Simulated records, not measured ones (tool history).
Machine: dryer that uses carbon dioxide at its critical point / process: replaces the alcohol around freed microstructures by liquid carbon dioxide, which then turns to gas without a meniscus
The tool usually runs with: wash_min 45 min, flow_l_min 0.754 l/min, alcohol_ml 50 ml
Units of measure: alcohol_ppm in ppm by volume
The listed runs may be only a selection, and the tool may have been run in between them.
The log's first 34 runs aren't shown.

run     day  wash_min  flow_l_min  alcohol_ml  alcohol_ppm
 35  11.446        45       0.575          50          106
 36  11.758        70       0.537          21           50
 37  12.096        70       0.537          21           45
 38  12.571        70       0.537          21           44
 39  13.062        59       0.933          28           49
 40  13.442        45       1.205          56           48
 41  13.850        33       0.650          45          171
 42  14.129        61       0.844         114           46
 43  14.446        61       0.512          23           51
 44  14.738        42       0.616          22           67
 45  15.200        50       1.264          50           42
 46  15.600        50       0.574          50           78
 47  15.862        66       0.574          98           55

Here are 4 independent what-if runs from the current tool condition. What would each one return?
  A  16.217        30       0.574          47            ?
  B  16.217        45       0.866          86            ?
  C  16.217        28       0.754          93            ?
  D  16.217        64       0.574          66            ?

run  alcohol_ppm
  A          377
  B           61
  C          319
  D           54
The same runs, with their run-to-run variation unchanged, on a tool lacking any hidden condition would have given:
run  alcohol_ppm
  A          288
  B           15
  C          229
  D            7
